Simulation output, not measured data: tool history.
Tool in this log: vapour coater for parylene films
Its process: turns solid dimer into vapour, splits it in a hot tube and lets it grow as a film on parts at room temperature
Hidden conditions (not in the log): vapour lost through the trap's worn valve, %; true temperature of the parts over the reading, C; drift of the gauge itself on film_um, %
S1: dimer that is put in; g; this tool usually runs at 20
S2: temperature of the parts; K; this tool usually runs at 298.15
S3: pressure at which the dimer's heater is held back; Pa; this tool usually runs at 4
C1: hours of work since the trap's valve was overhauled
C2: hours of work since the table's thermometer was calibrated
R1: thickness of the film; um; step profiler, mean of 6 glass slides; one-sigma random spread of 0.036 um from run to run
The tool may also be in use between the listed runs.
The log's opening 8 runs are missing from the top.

run	hour	S1	S2	S3	C1	C2	R1
9	226.2	20	298.15	2.73	178	1309	3.53
10	256.4	15	298.15	2.73	199	1331	2.65
11	282.4	15	298.15	2.73	218	1349	2.58
# hour 295.9: trap's valve overhauled
12	315	20	298.15	4	14	1370	3.17
13	354.3	20	298.15	4	42	1398	3.01
14	384	20	298.15	4	63	1419	2.98
# hour 412.7: trap's valve overhauled, once more
15	416.8	20	298.15	4	3	1440	3.57
16	446.1	20	298.15	4	24	1461	3.49
# hour 477.3: table's thermometer calibrated
17	478.8	20	298.15	4	47	1	3.64
18	516.5	20	298.15	4	74	28	3.62
19	534.5	20	298.15	5.92	86	41	3.33
20	568.4	19	309.15	10.07	111	65	1.96
21	595.2	12	299.15	2.39	130	84	2.21
22	630.8	12	299.15	2.39	155	110	2.17
23	671.4	33	304.15	4	184	139	4.56
24	691.4	26	296.15	2.07	199	153	5.33
25	709.9	10	298.15	8.14	212	167	1.51
# hour 729.6: trap's valve overhauled
26	733.1	20	291.15	4	3	180	4.73
27	750.5	20	291.15	4	15	193	4.65
28	781.3	33	306.15	3.01	37	215	4.77
29	808.8	23	303.15	8.13	57	235	3.12
30	848	23	303.15	8.13	85	263	3.06
31	882.1	23	303.15	8.13	109	287	3.06
32	914.7	10	298.15	8.65	133	310	1.54

Run 33, settings as shown, results not yet in. Your forecast:
33	937.5	10	298.15	6.12	149	327	?

Run 33 gave R1 1.63 um.
On a tool with no hidden condition, and with the same random variation, this run would have come out at R1 1.74 um.

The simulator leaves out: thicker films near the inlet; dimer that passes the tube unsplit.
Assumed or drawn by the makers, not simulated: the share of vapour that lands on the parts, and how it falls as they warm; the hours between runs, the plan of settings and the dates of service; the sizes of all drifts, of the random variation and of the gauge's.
